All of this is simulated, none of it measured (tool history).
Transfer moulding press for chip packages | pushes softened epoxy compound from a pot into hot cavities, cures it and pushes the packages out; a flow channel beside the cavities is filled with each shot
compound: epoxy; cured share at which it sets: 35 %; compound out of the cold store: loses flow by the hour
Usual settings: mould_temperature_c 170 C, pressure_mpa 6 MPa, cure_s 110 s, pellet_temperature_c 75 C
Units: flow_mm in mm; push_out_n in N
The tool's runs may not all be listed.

run	hour	mould_temperature_c	pressure_mpa	cure_s	pellet_temperature_c	incoming compound's hours out of the cold store	flow_mm	push_out_n
1	0	170	6	110	75	22.4	755	434
# hour 25.7: cavities cleaned with cleaning compound and waxed
2	40.4	170	6	110	75	31.7	730	439
3	81.7	170	6	110	75	29.2	728	437
4	143.5	170	6	110	75	42.4	698	423
# hour 201.6: cavities cleaned with cleaning compound and waxed
5	209.7	170	6	110	75	33.3	722	419
6	280.5	170	6	110	75	31.1	729	426
7	352.8	170	6	110	75	16.3	777	445
# hour 368.6: plunger's sealing rings changed
# hour 384.5: cavities cleaned with cleaning compound and waxed
8	422.3	174	6	110	75	8.6	781	376
9	473.5	174	6	110	75	28.5	716	360
10	550.2	174	6	110	75	34.3	706	360
# hour 561.2: cavities cleaned with cleaning compound and waxed
11	630.3	170	6	110	75	14.1	781	474
12	709.1	170	6	110	75	26.8	743	458
# hour 741.8: cavities cleaned with cleaning compound and waxed
13	761	170	6	110	75	21.7	755	445
# hour 800.7: plunger's sealing rings changed
14	800.7	170	6	110	75	11.1	793	466
15	874.1	170	6	126	75	34.5	725	353
16	909.1	178	4.74	109	84	32.8	618	314
# hour 921.6: cavities cleaned with cleaning compound and waxed
17	947.9	178	4.74	111	84	43.7	592	312
18	1015.7	178	4.74	111	84	8.8	681	323
19	1063.6	178	4.74	111	84	22.9	646	316
# hour 1077.1: mould's thermocouples calibrated
# hour 1102.2: cavities cleaned with cleaning compound and waxed
20	1123.9	178	4.74	111	80	31.8	617	323
21	1186.8	170	5.8	110	75	17	762	454
22	1223.7	170	6	110	75	17.2	770	451
# hour 1237.8: plunger's sealing rings changed
# hour 1282.6: cavities cleaned with cleaning compound and waxed
23	1296.9	166	6.15	110	72	31.4	755	579
24	1330.2	176	7.26	147	75	22.3	805	318
25	1371.4	176	7.26	147	83	43.2	740	327
26	1436.6	176	7.26	147	83	9.9	849	311
# hour 1463.9: cavities cleaned with cleaning compound and waxed
27	1500	174	7.26	147	83	11.5	848	311
28	1575	174	6.16	147	83	26.1	738	315
29	1622	174	6.16	147	83	15.9	765	310

Forecast each of these 3 alternatives for the next run:
# hour 1640.7: cavities cleaned with cleaning compound and waxed
A	1664	162	6	139	68	47.2	?	?
# hour 1640.7: cavities cleaned with cleaning compound and waxed
B	1664	164	4.99	138	83	39.4	?	?
# hour 1640.7: cavities cleaned with cleaning compound and waxed
C	1664	174	6.16	104	83	39.1	?	?

run	flow_mm	push_out_n
A	722	463
B	671	421
C	703	371
Without the tool's hidden state the same runs would have given:
run	flow_mm	push_out_n
A	722	462
B	671	420
C	703	370
